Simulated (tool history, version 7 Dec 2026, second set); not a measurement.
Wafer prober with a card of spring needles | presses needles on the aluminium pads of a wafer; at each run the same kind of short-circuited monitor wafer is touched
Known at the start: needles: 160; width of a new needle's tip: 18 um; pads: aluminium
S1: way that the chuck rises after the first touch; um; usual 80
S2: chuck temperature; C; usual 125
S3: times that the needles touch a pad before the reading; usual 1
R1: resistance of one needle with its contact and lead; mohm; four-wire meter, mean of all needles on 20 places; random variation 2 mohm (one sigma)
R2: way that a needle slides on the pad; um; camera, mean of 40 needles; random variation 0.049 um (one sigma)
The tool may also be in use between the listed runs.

run,hour,S1,S2,S3,R1,R2
1,0.0,80,125,1,214,12.38
2,23.1,80,125,1,268,12.37
3,47.6,80,125,1,220,12.42
4,64.4,80,125,1,259,12.43
5,79.9,80,125,1,287,12.35
6,97.8,80,125,1,233,12.40
7,114.9,80,58,1,259,12.36
8,129.2,87,125,1,277,13.50
9,150.6,72,125,1,262,11.17
10,174.3,80,125,1,288,12.39
11,191.6,80,125,1,234,12.33
12,210.6,80,125,1,276,12.41
13,230.1,80,125,1,216,12.43
14,254.2,80,85,1,266,12.37
15,270.3,80,85,1,286,12.37
16,288.2,80,36,1,239,12.35
17,299.3,80,36,1,264,12.31
18,312.8,80,36,1,284,12.26
19,338.1,80,36,1,243,12.52
20,358.6,96,125,3,229,15.01
21,371.6,96,125,3,215,15.00
22,396.0,67,125,3,250,10.44
23,420.3,67,125,3,230,10.47
24,440.4,63,125,3,253,9.91
25,463.0,72,29,1,222,11.25
26,474.0,90,101,1,246,14.02
27,485.7,60,59,3,248,9.33
28,507.0,60,59,3,215,9.37
29,521.1,74,36,2,236,11.62
30,537.1,74,80,2,257,11.56
31,554.5,80,79,2,215,12.40
32,573.0,86,79,2,235,13.42
33,586.0,92,84,2,237,14.24

Not shown: 14 entries that the log had between the listed runs. Between which runs, and how does the tool's hidden state differ before and after?
Between runs 2 and 3: tips cleaned on abrasive film (hour 46.5)
  debris on the tips, nm: 70.2 -> 9.2; way that the needles fall short of the set height, um: 0.58 -> 0.64; tips' diameter, um: 18.2 -> 18.22
  measured less the result without the state, R1: +57 -> +8 mohm; R2: -0.10 -> -0.10 um
Between runs 5 and 6: tips cleaned on abrasive film (hour 92.8)
  debris on the tips, nm: 85.5 -> 29.4; way that the needles fall short of the set height, um: 0.64 -> 0.73; tips' diameter, um: 18.22 -> 18.26
  measured less the result without the state, R1: +72 -> +25 mohm; R2: -0.10 -> -0.11 um
Between runs 8 and 9: tips cleaned on abrasive film (hour 138.2)
  debris on the tips, nm: 94.4 -> 47.5; way that the needles fall short of the set height, um: 0.73 -> 0.82; tips' diameter, um: 18.26 -> 18.29
  measured less the result without the state, R1: +67 -> +48 mohm; R2: -0.12 -> -0.13 um
Between runs 10 and 11: tips cleaned on abrasive film (hour 184.5)
  debris on the tips, nm: 90.2 -> 30.8; way that the needles fall short of the set height, um: 0.82 -> 0.88; tips' diameter, um: 18.29 -> 18.31
  measured less the result without the state, R1: +76 -> +26 mohm; R2: -0.13 -> -0.14 um
Between runs 12 and 13: tips cleaned on abrasive film (hour 230.1)
  debris on the tips, nm: 75.9 -> 8; way that the needles fall short of the set height, um: 0.88 -> 0.94; tips' diameter, um: 18.31 -> 18.33
  measured less the result without the state, R1: +64 -> +7 mohm; R2: -0.14 -> -0.15 um
Between runs 14 and 15: height of the first contact set anew (hour 256.8)
  debris on the tips, nm: 71.1 -> 93.8; way that the needles fall short of the set height, um: 0.94 -> 1.31
  measured less the result without the state, R1: +64 -> +84 mohm; R2: -0.15 -> -0.21 um
Between runs 15 and 16: tips cleaned on abrasive film (hour 275.9)
  debris on the tips, nm: 93.8 -> 47.8; way that the needles fall short of the set height, um: 1.31 -> 1.4; tips' diameter, um: 18.33 -> 18.36
  measured less the result without the state, R1: +84 -> +47 mohm; R2: -0.21 -> -0.21 um
Between runs 18 and 19: tips cleaned on abrasive film (hour 321.3); height of the first contact set anew, once more (hour 329.1)
  debris on the tips, nm: 92.2 -> 57.4; way that the needles fall short of the set height, um: 1.4 -> 0; tips' diameter, um: 18.36 -> 18.39
  measured less the result without the state, R1: +91 -> +54 mohm; R2: -0.21 -> +0.00 um
Between runs 20 and 21: tips cleaned on abrasive film (hour 366.9)
  debris on the tips, nm: 93.5 -> 24.4; way that the needles fall short of the set height, um: 0 -> 0.1; tips' diameter, um: 18.39 -> 18.43
  measured less the result without the state, R1: +20 -> +5 mohm; R2: +0.00 -> -0.01 um
Between runs 22 and 23: tips cleaned on abrasive film (hour 412.5)
  debris on the tips, nm: 82.1 -> 34; way that the needles fall short of the set height, um: 0.1 -> 0.16; tips' diameter, um: 18.43 -> 18.45
  measured less the result without the state, R1: +34 -> +15 mohm; R2: -0.01 -> -0.03 um
Between runs 24 and 25: tips cleaned on abrasive film (hour 458.3)
  debris on the tips, nm: 80.1 -> 22.6; way that the needles fall short of the set height, um: 0.16 -> 0.24; tips' diameter, um: 18.45 -> 18.48
  measured less the result without the state, R1: +38 -> +27 mohm; R2: -0.03 -> -0.04 um
Between runs 27 and 28: tips cleaned on abrasive film (hour 503.6)
  debris on the tips, nm: 78 -> 22.4; way that the needles fall short of the set height, um: 0.24 -> 0.33; tips' diameter, um: 18.48 -> 18.51
  measured less the result without the state, R1: +45 -> +14 mohm; R2: -0.04 -> -0.06 um
Between runs 30 and 31: tips cleaned on abrasive film (hour 549.2)
  debris on the tips, nm: 87.6 -> 26.5; way that the needles fall short of the set height, um: 0.33 -> 0.4; tips' diameter, um: 18.51 -> 18.53
  measured less the result without the state, R1: +55 -> +15 mohm; R2: -0.05 -> -0.06 um
